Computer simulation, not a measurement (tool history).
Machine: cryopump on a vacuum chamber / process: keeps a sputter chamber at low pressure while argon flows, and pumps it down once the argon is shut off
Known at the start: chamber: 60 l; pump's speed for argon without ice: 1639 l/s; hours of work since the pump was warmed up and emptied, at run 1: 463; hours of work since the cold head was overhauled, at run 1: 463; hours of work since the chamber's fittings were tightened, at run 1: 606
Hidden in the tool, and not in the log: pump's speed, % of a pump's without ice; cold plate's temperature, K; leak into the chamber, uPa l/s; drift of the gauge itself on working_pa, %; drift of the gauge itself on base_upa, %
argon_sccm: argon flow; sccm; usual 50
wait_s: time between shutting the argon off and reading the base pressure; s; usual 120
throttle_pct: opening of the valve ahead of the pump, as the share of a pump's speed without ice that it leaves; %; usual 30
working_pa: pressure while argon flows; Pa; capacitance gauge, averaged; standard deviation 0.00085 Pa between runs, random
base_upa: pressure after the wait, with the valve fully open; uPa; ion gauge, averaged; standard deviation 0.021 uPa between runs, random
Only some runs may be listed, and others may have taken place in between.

| run | hour | argon_sccm | wait_s | throttle_pct | hours of work since the pump was warmed up and emptied | hours of work since the cold head was overhauled | hours of work since the chamber's fittings were tightened | working_pa | base_upa |
|---|---|---|---|---|---|---|---|---|---|
| 1 | 0 | 50 | 120 | 30 | 463 | 463 | 606 | 0.1785 | 1.03 |
| 2 | 14.3 | 50 | 120 | 30 | 475 | 475 | 618 | 0.1766 | 1.04 |
| 3 | 46.7 | 50 | 120 | 59 | 503 | 503 | 645 | 0.0946 | 1.04 |
| 4 | 73.6 | 50 | 120 | 59 | 526 | 526 | 668 | 0.0956 | 1.1 |
| 5 | 100 | 50 | 120 | 59 | 548 | 548 | 690 | 0.0964 | 1.13 |
| 6 | 115.6 | 50 | 120 | 23 | 561 | 561 | 704 | 0.2329 | 1.1 |
| 7 | 135.9 | 50 | 120 | 30 | 579 | 579 | 721 | 0.1792 | 1.2 |
| 8 | 150.2 | 50 | 120 | 30 | 591 | 591 | 733 | 0.1822 | 1.19 |
| 9 | 166.1 | 50 | 120 | 30 | 604 | 604 | 746 | 0.1802 | 1.1 |
| 10 | 197.2 | 50 | 120 | 30 | 631 | 631 | 773 | 0.1812 | 1.21 |
| 11 | 223.7 | 50 | 120 | 30 | 653 | 653 | 795 | 0.1813 | 1.23 |
| 12 | 245.5 | 50 | 120 | 30 | 671 | 671 | 814 | 0.1803 | 1.25 |
| 13 | 273.7 | 50 | 120 | 30 | 695 | 695 | 838 | 0.1825 | 1.26 |
| 14 | 303.7 | 50 | 120 | 30 | 721 | 721 | 863 | 0.1831 | 1.37 |
| 15 | 323.5 | 50 | 120 | 30 | 738 | 738 | 880 | 0.183 | 1.37 |
| 16 | 350 | 50 | 120 | 30 | 760 | 760 | 902 | 0.1836 | 1.35 |
| 17 | 366.4 | 52 | 120 | 30 | 774 | 774 | 916 | 0.1908 | 1.4 |
| 18 | 394.6 | 59 | 202 | 30 | 798 | 798 | 940 | 0.2182 | 1.37 |
| 19 | 416 | 59 | 202 | 30 | 816 | 816 | 958 | 0.2171 | 1.43 |
| 20 | 430.9 | 50 | 57 | 21 | 829 | 829 | 971 | 0.2588 | 1.69 |
|  | 449.3 | pump warmed up, emptied and cooled again |
| 21 | 461.6 | 50 | 57 | 21 | 10 | 850 | 993 | 0.2456 | 1.49 |
| 22 | 486.4 | 50 | 57 | 21 | 31 | 871 | 1014 | 0.2464 | 1.5 |
| 23 | 512.5 | 95 | 54 | 25 | 54 | 894 | 1036 | 0.3942 | 1.55 |
| 24 | 544 | 50 | 39 | 43 | 80 | 920 | 1063 | 0.1217 | 1.72 |
| 25 | 559.5 | 50 | 120 | 29 | 93 | 933 | 1076 | 0.1814 | 1.34 |
| 26 | 592.6 | 50 | 120 | 29 | 122 | 962 | 1104 | 0.1788 | 1.35 |
| 27 | 612.4 | 50 | 47 | 29 | 138 | 978 | 1121 | 0.1797 | 1.68 |
| 28 | 628.6 | 50 | 47 | 29 | 152 | 992 | 1134 | 0.1801 | 1.75 |
| 29 | 647.5 | 50 | 47 | 29 | 168 | 1008 | 1150 | 0.1815 | 1.72 |
| 30 | 670.6 | 50 | 283 | 30 | 188 | 1028 | 1170 | 0.1749 | 1.42 |
| 31 | 690.8 | 22 | 25 | 34 | 205 | 1045 | 1187 | 0.069 | 2.18 |
| 32 | 723 | 22 | 25 | 18 | 232 | 1072 | 1214 | 0.1278 | 2.16 |
| 33 | 737.2 | 59 | 198 | 42 | 244 | 1084 | 1226 | 0.1482 | 1.45 |
| 34 | 770.8 | 31 | 120 | 16 | 273 | 1113 | 1255 | 0.2016 | 1.6 |

Forecast each of these 3 alternatives for the next run:
| A | 801.5 | 50 | 120 | 33 | 299 | 1139 | 1281 | ? | ? |
| B | 801.5 | 30 | 120 | 16 | 299 | 1139 | 1281 | ? | ? |
| C | 801.5 | 55 | 39 | 18 | 299 | 1139 | 1281 | ? | ? |

| run | working_pa | base_upa |
|---|---|---|
| A | 0.1599 | 1.62 |
| B | 0.1961 | 1.63 |
| C | 0.32 | 2 |
What these runs would have given with no unlogged condition in the tool:
| run | working_pa | base_upa |
|---|---|---|
| A | 0.1553 | 0.35 |
| B | 0.1934 | 0.36 |
| C | 0.315 | 0.74 |
